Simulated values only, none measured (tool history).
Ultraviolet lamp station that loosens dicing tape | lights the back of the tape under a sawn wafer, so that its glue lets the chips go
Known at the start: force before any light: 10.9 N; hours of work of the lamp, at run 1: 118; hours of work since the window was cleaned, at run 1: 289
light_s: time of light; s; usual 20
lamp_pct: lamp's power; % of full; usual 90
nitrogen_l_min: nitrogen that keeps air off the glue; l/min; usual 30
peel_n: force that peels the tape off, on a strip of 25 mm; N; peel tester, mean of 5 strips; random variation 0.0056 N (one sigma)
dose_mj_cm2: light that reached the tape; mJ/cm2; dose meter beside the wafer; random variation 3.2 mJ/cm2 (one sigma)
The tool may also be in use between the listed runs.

run   hour  light_s  lamp_pct  nitrogen_l_min  hours of work of the lamp  hours of work since the window was cleaned  peel_n  dose_mj_cm2
  1    0.0       20        90              30                        118                                         289   0.166          430
  2   10.3       20        90              30                        126                                         298   0.168          430
  3   18.0       20        90              42                        132                                         304   0.138          428
  4   24.5       20        90              42                        137                                         309   0.134          425
  5   31.2       20        90              10                        142                                         314   0.614          428
  6   37.5       20        90              30                        147                                         319   0.178          427
  7   44.1       18        90              30                        153                                         324   0.228          381
  8   54.8       18        90              30                        161                                         333   0.222          379
      55.9  -- window cleaned of glue's vapour
  9   65.4       18        90              30                        169                                           8   0.282          359
 10   73.1       34        90              30                        175                                          14   0.099          669
 11   82.5       20        90              10                        183                                          21   0.770          397
 12   91.2       20        90              10                        190                                          28   0.773          392
      98.0  -- window cleaned of glue's vapour, once more
 13  102.0       14        90              10                        198                                           3   1.197          325
 14  113.4       10        90              10                        207                                          12   2.163          227
 15  119.3       14        90              14                        211                                          17   0.870          325
 16  127.8       18        90              18                        218                                          24   0.333          410
 17  135.7       29        90              11                        224                                          30   0.173          660
 18  143.3       30        69              43                        230                                          36   0.096          520
 19  155.4       32        87              29                        240                                          46   0.087          696
 20  166.4       32        87              29                        249                                          54   0.090          703
 21  173.5       21        61              31                        254                                          60   0.360          316
 22  184.3       34        90              10                        263                                          68   0.133          754

5 ways to go on from here, each from the tool as it stands after run 22. What would each give?
  A  193.9       34        84              10                        271                                          76       ?            ?
  B  193.9       16        72              11                        271                                          76       ?            ?
  C  193.9       18        90              10                        271                                          76       ?            ?
  D  193.9       20        71              57                        271                                          76       ?            ?
  E  193.9       29        90              32                        271                                          76       ?            ?

run  peel_n  dose_mj_cm2
  A   0.162          704
  B   1.386          281
  C   0.754          403
  D   0.156          353
  E   0.087          641
Without the tool's hidden state the same runs would have given:
run  peel_n  dose_mj_cm2
  A   0.135          776
  B   1.133          310
  C   0.589          444
  D   0.126          389
  E   0.084          707

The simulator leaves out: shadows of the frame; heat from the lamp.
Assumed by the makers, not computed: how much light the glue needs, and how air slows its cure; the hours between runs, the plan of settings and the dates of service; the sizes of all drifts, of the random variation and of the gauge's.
